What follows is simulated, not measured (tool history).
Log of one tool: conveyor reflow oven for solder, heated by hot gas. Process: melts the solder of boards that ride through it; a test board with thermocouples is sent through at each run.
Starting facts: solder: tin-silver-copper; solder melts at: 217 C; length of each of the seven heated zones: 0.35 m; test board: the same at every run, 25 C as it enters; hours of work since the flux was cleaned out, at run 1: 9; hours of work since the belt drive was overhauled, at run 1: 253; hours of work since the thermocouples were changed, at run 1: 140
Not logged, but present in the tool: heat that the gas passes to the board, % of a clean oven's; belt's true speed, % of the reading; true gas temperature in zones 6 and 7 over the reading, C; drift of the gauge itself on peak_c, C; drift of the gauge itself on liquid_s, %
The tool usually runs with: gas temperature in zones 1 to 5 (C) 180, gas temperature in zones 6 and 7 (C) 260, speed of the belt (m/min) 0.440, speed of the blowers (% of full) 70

| run | hour | gas temperature in zones 1 to 5 (C) | gas temperature in zones 6 and 7 (C) | speed of the belt (m/min) | speed of the blowers (% of full) | hours of work since the flux was cleaned out | hours of work since the belt drive was overhauled | hours of work since the thermocouples were changed | highest temperature of the board (C) | time above the solder's melting point (s) |
|---|---|---|---|---|---|---|---|---|---|---|
| 1 | 0.0 | 180 | 260 | 0.440 | 70 | 9 | 253 | 140 | 251.0 | 75.3 |
| 2 | 6.7 | 180 | 260 | 0.440 | 70 | 12 | 256 | 143 | 249.9 | 74.6 |
| 3 | 18.0 | 180 | 260 | 0.440 | 70 | 18 | 261 | 148 | 249.7 | 76.1 |
| 4 | 31.6 | 180 | 260 | 0.440 | 70 | 24 | 268 | 155 | 250.1 | 75.5 |
| 5 | 39.3 | 180 | 260 | 0.440 | 70 | 27 | 271 | 158 | 250.7 | 73.7 |
| 6 | 53.3 | 180 | 260 | 0.440 | 70 | 34 | 277 | 164 | 249.4 | 75.7 |
| 7 | 66.1 | 180 | 260 | 0.440 | 70 | 39 | 283 | 170 | 249.8 | 74.4 |
| 8 | 75.2 | 180 | 265 | 0.440 | 70 | 43 | 287 | 174 | 254.5 | 78.3 |
| 9 | 86.3 | 180 | 265 | 0.440 | 70 | 48 | 292 | 179 | 253.7 | 78.6 |
| 10 | 93.5 | 180 | 265 | 0.440 | 70 | 52 | 296 | 183 | 254.9 | 78.7 |
| 11 | 105.2 | 180 | 265 | 0.440 | 70 | 57 | 301 | 188 | 254.4 | 78.0 |
| 12 | 111.6 | 180 | 265 | 0.440 | 70 | 60 | 304 | 191 | 254.7 | 79.2 |
| 13 | 117.9 | 192 | 265 | 0.440 | 89 | 63 | 307 | 194 | 257.6 | 88.2 |
| 14 | 126.1 | 192 | 265 | 0.414 | 74 | 66 | 310 | 197 | 257.4 | 93.4 |
| 15 | 137.2 | 167 | 260 | 0.440 | 70 | 71 | 315 | 202 | 248.6 | 66.9 |
| 16 | 150.4 | 167 | 270 | 0.440 | 51 | 77 | 321 | 208 | 253.1 | 71.4 |
|  | 156.7 | flux residue cleaned out of gas plates and filters |
| 17 | 169.4 | 176 | 270 | 0.528 | 51 | 6 | 328 | 215 | 248.3 | 55.8 |
| 18 | 178.7 | 186 | 270 | 0.528 | 85 | 10 | 332 | 219 | 256.8 | 67.8 |
| 19 | 190.8 | 190 | 275 | 0.528 | 85 | 15 | 337 | 224 | 261.9 | 72.5 |
|  | 204.6 | flux residue cleaned out of gas plates and filters, once more |
| 20 | 209.6 | 190 | 266 | 0.528 | 85 | 2 | 344 | 231 | 254.9 | 68.9 |
| 21 | 219.2 | 190 | 266 | 0.528 | 85 | 7 | 348 | 235 | 254.5 | 68.4 |
| 22 | 231.7 | 190 | 266 | 0.357 | 77 | 12 | 354 | 241 | 260.7 | 110.3 |
| 23 | 241.9 | 195 | 260 | 0.440 | 58 | 17 | 358 | 245 | 249.8 | 83.0 |
| 24 | 250.5 | 195 | 260 | 0.440 | 58 | 21 | 362 | 249 | 249.9 | 83.2 |

Measured less the same run without the tool's hidden state. The same run-to-run variation is in both; the gauge's scatter may not be:
| run | highest temperature of the board (C) | time above the solder's melting point (s) |
|---|---|---|
| 1 | -0.3 | +0.0 |
| 2 | -0.3 | +0.1 |
| 3 | -0.4 | +0.1 |
| 4 | -0.4 | +0.0 |
| 5 | -0.4 | +0.0 |
| 6 | -0.5 | -0.1 |
| 7 | -0.5 | -0.1 |
| 8 | -0.6 | -0.1 |
| 9 | -0.6 | +0.0 |
| 10 | -0.6 | +0.0 |
| 11 | -0.7 | -0.1 |
| 12 | -0.7 | -0.1 |
| 13 | -0.7 | +0.1 |
| 14 | -0.7 | +0.2 |
| 15 | -0.9 | -0.6 |
| 16 | -0.8 | -0.3 |
| 17 | -1.2 | -0.9 |
| 18 | -1.5 | -0.6 |
| 19 | -1.5 | -0.4 |
| 20 | -0.6 | +0.1 |
| 21 | -0.6 | +0.1 |
| 22 | -0.6 | +0.4 |
| 23 | -0.6 | +0.2 |
| 24 | -0.6 | +0.2 |
